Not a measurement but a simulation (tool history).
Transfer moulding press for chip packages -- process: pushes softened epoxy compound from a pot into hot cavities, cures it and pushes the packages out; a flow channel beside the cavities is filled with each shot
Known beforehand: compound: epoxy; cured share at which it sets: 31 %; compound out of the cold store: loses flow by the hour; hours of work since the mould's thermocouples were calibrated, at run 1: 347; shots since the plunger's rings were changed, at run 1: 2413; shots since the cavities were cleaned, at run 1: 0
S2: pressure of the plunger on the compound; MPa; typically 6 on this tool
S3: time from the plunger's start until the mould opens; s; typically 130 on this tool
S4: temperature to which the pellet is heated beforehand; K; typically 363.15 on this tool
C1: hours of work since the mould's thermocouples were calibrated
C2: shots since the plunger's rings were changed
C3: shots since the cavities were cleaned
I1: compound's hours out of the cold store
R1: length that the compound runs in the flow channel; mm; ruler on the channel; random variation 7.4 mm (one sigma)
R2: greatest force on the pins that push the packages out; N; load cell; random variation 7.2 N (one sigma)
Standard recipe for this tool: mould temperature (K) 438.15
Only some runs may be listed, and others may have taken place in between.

Run 1, hour 0: usual settings; C1 347; C2 2413; C3 0; I1 26.8. Result: R1 836 mm, R2 296 N.
Run 2, hour 10.6: usual settings; C1 352; C2 2475; C3 62; I1 45.7. Result: R1 783 mm, R2 323 N.
Run 3, hour 24.7: usual settings but S3 167 s; C1 358; C2 2557; C3 144; I1 36.2. Result: R1 803 mm, R2 313 N.
Run 4, hour 48.5: usual settings but S4 372.15 K; C1 368; C2 2696; C3 283; I1 13.4. Result: R1 888 mm, R2 382 N.
Run 5, hour 70.6: usual settings; C1 377; C2 2825; C3 412; I1 32.4. Result: R1 822 mm, R2 387 N.
Run 6, hour 85.3: usual settings but mould temperature (K) 437.15; C1 384; C2 2911; C3 498; I1 34.3. Result: R1 823 mm, R2 401 N.
Run 7, hour 100.6: usual settings; C1 390; C2 3000; C3 587; I1 45.7. Result: R1 783 mm, R2 392 N.
Run 8, hour 124.8: usual settings; C1 401; C2 3141; C3 728; I1 22.1. Result: R1 858 mm, R2 415 N.
Run 9, hour 139.8: usual settings; C1 407; C2 3229; C3 816; I1 18.5. Result: R1 850 mm, R2 435 N.
Run 10, hour 156.2: usual settings but mould temperature (K) 437.15; C1 414; C2 3325; C3 912; I1 44.6. Result: R1 778 mm, R2 427 N.
At hour 164.7: cavities cleaned with cleaning compound and waxed.
Run 11, hour 169.5: usual settings but mould temperature (K) 437.15; C1 419; C2 3393; C3 28; I1 15.3. Result: R1 853 mm, R2 317 N.
Run 12, hour 179.4: usual settings but S2 6.72 MPa; C1 424; C2 3451; C3 86; I1 35.1. Result: R1 860 mm, R2 333 N.
Run 13, hour 189.5: usual settings but S2 6.72 MPa; C1 428; C2 3510; C3 145; I1 23.3. Result: R1 889 mm, R2 354 N.
Run 14, hour 200: usual settings but S2 6.72 MPa; C1 432; C2 3572; C3 207; I1 40.8. Result: R1 820 mm, R2 348 N.
Run 15, hour 221.7: usual settings but mould temperature (K) 431.15, S2 5.67 MPa, S3 168 s; C1 442; C2 3698; C3 333; I1 24.4. Result: R1 840 mm, R2 377 N.
Run 16, hour 244.1: usual settings but mould temperature (K) 431.15, S2 5.67 MPa, S3 168 s; C1 451; C2 3829; C3 464; I1 24.2. Result: R1 833 mm, R2 402 N.
Run 17, hour 268.1: usual settings but mould temperature (K) 431.15, S2 4.9 MPa, S3 128 s; C1 462; C2 3969; C3 604; I1 28. Result: R1 763 mm, R2 588 N.
Run 18, hour 287.8: usual settings but mould temperature (K) 431.15, S2 4.9 MPa, S3 128 s; C1 470; C2 4084; C3 719; I1 36.1. Result: R1 735 mm, R2 611 N.
Run 19, hour 300.3: usual settings but mould temperature (K) 433.15, S2 4.78 MPa; C1 476; C2 4157; C3 792; I1 24.9. Result: R1 752 mm, R2 517 N.
Run 20, hour 320: usual settings but mould temperature (K) 433.15, S2 4.78 MPa; C1 484; C2 4272; C3 907; I1 15.5. Result: R1 766 mm, R2 525 N.
At hour 329.7: cavities cleaned with cleaning compound and waxed.
Run 21, hour 345.7: usual settings but mould temperature (K) 435.15, S3 138 s, S4 358.15 K; C1 494; C2 4414; C3 94; I1 36.5. Result: R1 797 mm, R2 344 N.
Run 22, hour 362.8: usual settings but mould temperature (K) 435.15, S3 155 s, S4 358.15 K; C1 502; C2 4513; C3 193; I1 22.9. Result: R1 841 mm, R2 339 N.
Run 23, hour 386.8: usual settings but mould temperature (K) 441.15, S2 5.36 MPa; C1 512; C2 4653; C3 333; I1 29.5. Result: R1 756 mm, R2 364 N.
Run 24, hour 397.2: usual settings but mould temperature (K) 441.15, S2 5.45 MPa, S4 366.15 K; C1 517; C2 4714; C3 394; I1 22.8. Result: R1 774 mm, R2 373 N.
Run 25, hour 421.5: usual settings but S2 6.17 MPa; C1 527; C2 4856; C3 536; I1 16.8. Result: R1 863 mm, R2 420 N.
Run 26, hour 433.9: usual settings but S2 6.17 MPa; C1 532; C2 4928; C3 608; I1 25.1. Result: R1 819 mm, R2 400 N.
Run 27, hour 458.5: usual settings but S2 6.2 MPa, S3 115 s, S4 361.15 K; C1 543; C2 5072; C3 752; I1 21. Result: R1 862 mm, R2 479 N.
Run 28, hour 474.7: usual settings but S2 6.27 MPa, S3 143 s, S4 361.15 K; C1 550; C2 5167; C3 847; I1 28.6. Result: R1 816 mm, R2 426 N.

For some of the steps in R1 from one run to the next: how much would appear even if the tool had no hidden state, given the settings, what came in and random variation, and how much remains for the hidden state plus any gauge scatter that the measured result and the result without hidden state don't share?
What the log doesn't record here: true mould temperature over the reading, C; pressure that reaches the compound, % of what is set; grip of the stained cavities, % over clean ones'; drift of the gauge itself on flow_mm, %; drift of the gauge itself on push_out_n, %.
Run 3 -> 4: S3 167 -> 130, S4 363.15 -> 372.15. R1 +85 mm: hidden state -5, all else +90.
Run 24 -> 25: mould temperature (K) 441.15 -> 438.15, S2 5.45 -> 6.17, S4 366.15 -> 363.15. R1 +89 mm: hidden state -8, all else +97.
